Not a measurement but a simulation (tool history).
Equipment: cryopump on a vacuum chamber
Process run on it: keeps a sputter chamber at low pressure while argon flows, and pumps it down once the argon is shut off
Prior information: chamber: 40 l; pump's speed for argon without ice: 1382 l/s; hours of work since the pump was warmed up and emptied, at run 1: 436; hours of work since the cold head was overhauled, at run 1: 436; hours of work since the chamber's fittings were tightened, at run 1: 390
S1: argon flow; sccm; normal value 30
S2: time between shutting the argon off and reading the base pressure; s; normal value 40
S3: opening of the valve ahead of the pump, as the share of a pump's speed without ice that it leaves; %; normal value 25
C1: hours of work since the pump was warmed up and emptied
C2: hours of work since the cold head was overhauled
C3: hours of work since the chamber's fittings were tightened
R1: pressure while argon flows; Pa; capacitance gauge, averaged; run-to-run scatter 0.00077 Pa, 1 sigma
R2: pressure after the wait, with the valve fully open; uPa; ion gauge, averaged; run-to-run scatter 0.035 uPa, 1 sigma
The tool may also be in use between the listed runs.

Run 1, hour 0: usual settings; C1 436; C2 436; C3 390. Result: R1 0.1535 Pa, R2 2.34 uPa.
Run 2, hour 29.7: usual settings; C1 460; C2 460; C3 415. Result: R1 0.1528 Pa, R2 2.41 uPa.
Run 3, hour 64.7: usual settings; C1 490; C2 490; C3 444. Result: R1 0.1555 Pa, R2 2.46 uPa.
Run 4, hour 94.6: usual settings but S2 294 s; C1 515; C2 515; C3 469. Result: R1 0.1567 Pa, R2 1 uPa.
Run 5, hour 112.5: usual settings but S2 294 s; C1 530; C2 530; C3 484. Result: R1 0.156 Pa, R2 0.99 uPa.
Run 6, hour 134.3: usual settings but S2 294 s; C1 548; C2 548; C3 502. Result: R1 0.1567 Pa, R2 1.03 uPa.
Run 7, hour 153.9: usual settings but S2 294 s; C1 564; C2 564; C3 518. Result: R1 0.1552 Pa, R2 1.04 uPa.
Run 8, hour 176.1: usual settings but S2 294 s; C1 583; C2 583; C3 537. Result: R1 0.1572 Pa, R2 1.05 uPa.
Run 9, hour 202.7: usual settings but S2 294 s; C1 605; C2 605; C3 559. Result: R1 0.1574 Pa, R2 1.11 uPa.
Run 10, hour 239.3: usual settings but S1 21 sccm; C1 636; C2 636; C3 590. Result: R1 0.1119 Pa, R2 2.71 uPa.
Run 11, hour 262.3: usual settings but S1 21 sccm; C1 655; C2 655; C3 609. Result: R1 0.1113 Pa, R2 2.7 uPa.
Run 12, hour 301.9: usual settings but S1 32 sccm; C1 688; C2 688; C3 642. Result: R1 0.1696 Pa, R2 2.76 uPa.
Run 13, hour 330.9: usual settings but S1 12 sccm, S2 145 s, S3 17 %; C1 712; C2 712; C3 666. Result: R1 0.0914 Pa, R2 1.56 uPa.
Run 14, hour 359.5: usual settings but S1 51 sccm, S2 158 s, S3 17 %; C1 736; C2 736; C3 690. Result: R1 0.3909 Pa, R2 1.56 uPa.
Run 15, hour 399.4: usual settings but S1 14 sccm, S2 102 s, S3 22 %; C1 769; C2 769; C3 723. Result: R1 0.0842 Pa, R2 1.8 uPa.
Run 16, hour 424.1: usual settings but S1 16 sccm, S2 257 s, S3 23 %; C1 790; C2 790; C3 744. Result: R1 0.0937 Pa, R2 1.46 uPa.

What will run 17 give?
Run 17, hour 444.7: usual settings but S1 16 sccm, S2 257 s, S3 23 %; C1 807; C2 807; C3 761. Result: R1 ?, R2 ?.

R1: 0.0939 Pa
R2: 1.42 uPa
Take away the tool's hidden state, keep the run-to-run variation as it was, and the same run would have given R1 0.0856 Pa, R2 0.46 uPa.
